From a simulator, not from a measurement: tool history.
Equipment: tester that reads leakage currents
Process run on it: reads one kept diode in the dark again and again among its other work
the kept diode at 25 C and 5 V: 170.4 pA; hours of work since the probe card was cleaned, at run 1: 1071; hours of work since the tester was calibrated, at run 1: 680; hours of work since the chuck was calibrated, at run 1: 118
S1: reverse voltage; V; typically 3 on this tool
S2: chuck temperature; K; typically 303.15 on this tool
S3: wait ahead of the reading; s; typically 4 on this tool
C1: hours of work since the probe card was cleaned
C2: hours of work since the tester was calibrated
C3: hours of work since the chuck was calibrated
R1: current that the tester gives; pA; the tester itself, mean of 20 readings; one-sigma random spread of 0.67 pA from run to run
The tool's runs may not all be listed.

{"run": 1, "hour": 0.0, "S1": 3, "S2": 303.15, "S3": 4, "C1": 1071, "C2": 680, "C3": 118, "R1": 230.81}
{"run": 2, "hour": 72.9, "S1": 3, "S2": 303.15, "S3": 4, "C1": 1104, "C2": 713, "C3": 151, "R1": 232.15}
{"run": 3, "hour": 139.1, "S1": 3, "S2": 303.15, "S3": 4, "C1": 1134, "C2": 743, "C3": 181, "R1": 234.03}
{"run": 4, "hour": 185.6, "S1": 3, "S2": 304.15, "S3": 4, "C1": 1155, "C2": 764, "C3": 202, "R1": 256.75}
{"run": 5, "hour": 228.9, "S1": 3, "S2": 317.15, "S3": 4, "C1": 1174, "C2": 784, "C3": 222, "R1": 735.77}
{"run": 6, "hour": 297.3, "S1": 4.28, "S2": 303.15, "S3": 4, "C1": 1205, "C2": 814, "C3": 253, "R1": 269.14}
{"run": 7, "hour": 369.6, "S1": 4.28, "S2": 303.15, "S3": 4, "C1": 1238, "C2": 847, "C3": 285, "R1": 271.4}
{"run": 8, "hour": 425.5, "S1": 4.28, "S2": 303.15, "S3": 4, "C1": 1263, "C2": 872, "C3": 310, "R1": 273.14}
{"run": 9, "hour": 467.5, "S1": 4.41, "S2": 303.15, "S3": 4, "C1": 1282, "C2": 891, "C3": 329, "R1": 278.19}
{"run": 10, "hour": 516.2, "S1": 4.41, "S2": 303.15, "S3": 4, "C1": 1304, "C2": 913, "C3": 351, "R1": 278.79}
{"run": 11, "hour": 564.7, "S1": 4.41, "S2": 303.15, "S3": 4, "C1": 1326, "C2": 935, "C3": 373, "R1": 280.15}
{"run": 12, "hour": 614.3, "S1": 3, "S2": 303.15, "S3": 2.43, "C1": 1348, "C2": 957, "C3": 396, "R1": 247.02}
{"run": 13, "hour": 688.8, "S1": 3, "S2": 303.15, "S3": 2.43, "C1": 1382, "C2": 991, "C3": 429, "R1": 248.61}
{"run": 14, "hour": 742.7, "S1": 3, "S2": 303.15, "S3": 2.43, "C1": 1406, "C2": 1015, "C3": 454, "R1": 249.12}
{"run": 15, "hour": 809.2, "S1": 3, "S2": 303.15, "S3": 4, "C1": 1436, "C2": 1045, "C3": 484, "R1": 252.46}
{"run": 16, "hour": 841.7, "S1": 5.4, "S2": 303.15, "S3": 4, "C1": 1451, "C2": 1060, "C3": 498, "R1": 311.46}
{"run": 17, "hour": 920.5, "S1": 5.4, "S2": 303.15, "S3": 4, "C1": 1486, "C2": 1096, "C3": 534, "R1": 313.33}
{"run": 18, "hour": 957.6, "S1": 5.4, "S2": 305.15, "S3": 4, "C1": 1503, "C2": 1112, "C3": 551, "R1": 371.09}
{"run": 19, "hour": 1014.3, "S1": 5.4, "S2": 305.15, "S3": 2.67, "C1": 1528, "C2": 1138, "C3": 576, "R1": 373.26}
{"run": 20, "hour": 1073.9, "S1": 5.4, "S2": 305.15, "S3": 2.67, "C1": 1555, "C2": 1165, "C3": 603, "R1": 373.37}
{"run": 21, "hour": 1132.1, "S1": 5.4, "S2": 296.15, "S3": 2.67, "C1": 1582, "C2": 1191, "C3": 629, "R1": 180.3}
{"run": 22, "hour": 1172.4, "S1": 3.95, "S2": 303.15, "S3": 4, "C1": 1600, "C2": 1209, "C3": 648, "R1": 287.37}
{"run": 23, "hour": 1235.0, "S1": 11.12, "S2": 305.15, "S3": 4, "C1": 1628, "C2": 1237, "C3": 676, "R1": 494.7}
{"run": 24, "hour": 1299.3, "S1": 10.11, "S2": 305.15, "S3": 4, "C1": 1657, "C2": 1267, "C3": 705, "R1": 480.9}
{"run": 25, "hour": 1344.4, "S1": 3, "S2": 306.15, "S3": 0.86, "C1": 1677, "C2": 1287, "C3": 725, "R1": 341.41}
{"run": 26, "hour": 1422.7, "S1": 3.02, "S2": 317.15, "S3": 4, "C1": 1713, "C2": 1322, "C3": 760, "R1": 824.37}
{"run": 27, "hour": 1480.9, "S1": 8.09, "S2": 317.15, "S3": 4, "C1": 1739, "C2": 1348, "C3": 787, "R1": 1164.99}
{"run": 28, "hour": 1535.9, "S1": 2.37, "S2": 323.15, "S3": 0.4, "C1": 1764, "C2": 1373, "C3": 812, "R1": 1203.97}
{"run": 29, "hour": 1602.3, "S1": 3, "S2": 303.15, "S3": 1.05, "C1": 1794, "C2": 1403, "C3": 842, "R1": 273.06}
{"hour": 1623.8, "done": "chuck's temperature calibrated"}
{"run": 30, "hour": 1654.5, "S1": 3, "S2": 303.15, "S3": 1.05, "C1": 1816, "C2": 1426, "C3": 14, "R1": 230.61}
{"run": 31, "hour": 1709.1, "S1": 2.81, "S2": 293.15, "S3": 0.44, "C1": 1841, "C2": 1451, "C3": 39, "R1": 98.95}
{"run": 32, "hour": 1742.7, "S1": 2.81, "S2": 293.15, "S3": 0.44, "C1": 1856, "C2": 1466, "C3": 54, "R1": 99.07}
{"run": 33, "hour": 1777.0, "S1": 6.78, "S2": 299.15, "S3": 3.07, "C1": 1872, "C2": 1481, "C3": 69, "R1": 225.22}
{"run": 34, "hour": 1816.4, "S1": 3, "S2": 303.15, "S3": 1.92, "C1": 1889, "C2": 1499, "C3": 87, "R1": 235.33}
{"run": 35, "hour": 1856.3, "S1": 2.13, "S2": 294.15, "S3": 1.92, "C1": 1908, "C2": 1517, "C3": 105, "R1": 97.83}
{"run": 36, "hour": 1925.7, "S1": 1.08, "S2": 313.15, "S3": 4, "C1": 1939, "C2": 1548, "C3": 136, "R1": 376.5}
{"run": 37, "hour": 1984.8, "S1": 1.08, "S2": 320.15, "S3": 4, "C1": 1965, "C2": 1575, "C3": 163, "R1": 653.23}
{"run": 38, "hour": 2039.4, "S1": 1.08, "S2": 320.15, "S3": 4, "C1": 1990, "C2": 1600, "C3": 188, "R1": 649.66}

Expected results for the next run?
{"run": 39, "hour": 2086.3, "S1": 1.08, "S2": 320.15, "S3": 4, "C1": 2011, "C2": 1621, "C3": 209, "R1": "?"}

R1: 656.58 pA
With no hidden state in the tool, this same run would have given R1 622.67 pA.

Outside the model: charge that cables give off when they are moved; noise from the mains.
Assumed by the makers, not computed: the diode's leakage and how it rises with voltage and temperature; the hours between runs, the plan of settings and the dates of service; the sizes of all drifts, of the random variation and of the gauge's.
